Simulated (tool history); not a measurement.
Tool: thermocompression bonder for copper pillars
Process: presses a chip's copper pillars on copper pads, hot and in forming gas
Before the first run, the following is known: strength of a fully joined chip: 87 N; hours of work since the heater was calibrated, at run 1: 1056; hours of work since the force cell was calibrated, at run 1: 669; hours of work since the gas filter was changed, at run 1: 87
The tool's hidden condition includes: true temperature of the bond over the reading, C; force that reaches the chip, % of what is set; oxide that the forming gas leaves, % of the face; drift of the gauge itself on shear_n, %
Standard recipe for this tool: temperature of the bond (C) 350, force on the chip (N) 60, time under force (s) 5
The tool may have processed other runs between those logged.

run    hour  temperature of the bond (C)  force on the chip (N)  time under force (s)  hours of work since the heater was calibrated  hours of work since the force cell was calibrated  hours of work since the gas filter was changed  force that shears a chip off (N)
  1     0.0                          350                     60                     5                                           1056                                                669                                              87                              36.6
  2    40.6                          350                     60                     5                                           1073                                                687                                             105                              36.5
  3    70.2                          336                     60                     5                                           1086                                                700                                             118                              31.1
  4   103.1                          350                     60                     6                                           1100                                                714                                             132                              37.9
  5   125.7                          376                     60                     5                                           1110                                                724                                             141                              44.0
  6   152.4                          376                     52                     5                                           1121                                                735                                             153                              40.8
  7   176.6                          350                     60                     5                                           1132                                                746                                             163                              35.0
  8   218.1                          350                     60                     7                                           1149                                                763                                             181                              39.1
  9   243.8                          350                     60                     7                                           1160                                                774                                             192                              40.2
      260.2  -- forming gas filter changed
 10   276.3                          350                     40                     5                                           1174                                                788                                               7                              28.7
 11   324.2                          350                     40                     5                                           1195                                                809                                              28                              28.7
 12   366.8                          350                     40                     5                                           1213                                                827                                              46                              27.7
 13   387.7                          350                     60                     5                                           1222                                                836                                              55                              38.1
 14   431.5                          350                     60                     5                                           1241                                                855                                              74                              36.4
 15   453.6                          350                     60                     5                                           1251                                                865                                              83                              37.0
 16   493.4                          350                     60                     5                                           1268                                                882                                             100                              38.3
 17   531.0                          350                     60                     5                                           1284                                                898                                             117                              37.3
 18   563.3                          333                     38                     5                                           1298                                                912                                             130                              20.2
 19   587.6                          331                     41                     5                                           1308                                                922                                             141                              21.2
 20   634.0                          375                     69                     5                                           1328                                                942                                             161                              48.7
 21   680.6                          375                     69                     5                                           1348                                                962                                             181                              48.3
      722.2  -- forming gas filter changed
 22   724.6                          331                     62                     3                                           1367                                                981                                               1                              27.6
 23   761.9                          360                     55                     5                                           1383                                                997                                              17                              39.7
 24   789.6                          360                     55                     5                                           1395                                               1009                                              29                              40.3
 25   821.7                          345                     45                     3                                           1409                                               1023                                              43                              23.4
 26   853.7                          358                     47                     9                                           1423                                               1036                                              57                              41.7
 27   880.3                          372                     47                     9                                           1434                                               1048                                              68                              47.5
 28   916.5                          368                     81                     6                                           1450                                               1064                                              84                              55.9
 29   945.9                          322                     60                     3                                           1462                                               1076                                              96                              22.2
 30   980.1                          374                     60                     6                                           1477                                               1091                                             111                              48.6
 31  1027.8                          350                     60                     5                                           1497                                               1111                                             132                              37.1
 32  1054.0                          374                     59                     3                                           1509                                               1123                                             143                              37.5
 33  1088.6                          374                     59                     3                                           1524                                               1138                                             158                              36.9
 34  1120.6                          374                     59                     3                                           1537                                               1151                                             171                              37.3

The logged runs with the hidden state left out (each run's random variation unchanged):
run  force that shears a chip off (N)
  1                              36.7
  2                              36.9
  3                              31.4
  4                              38.8
  5                              45.7
  6                              42.6
  7                              36.4
  8                              41.2
  9                              42.5
 10                              27.2
 11                              27.5
 12                              26.8
 13                              37.3
 14                              36.0
 15                              36.7
 16                              38.3
 17                              37.7
 18                              20.2
 19                              21.4
 20                              51.1
 21                              51.2
 22                              25.8
 23                              38.0
 24                              38.8
 25                              22.3
 26                              40.6
 27                              46.9
 28                              55.9
 29                              21.5
 30                              49.2
 31                              37.4
 32                              38.3
 33                              38.0
 34                              38.6
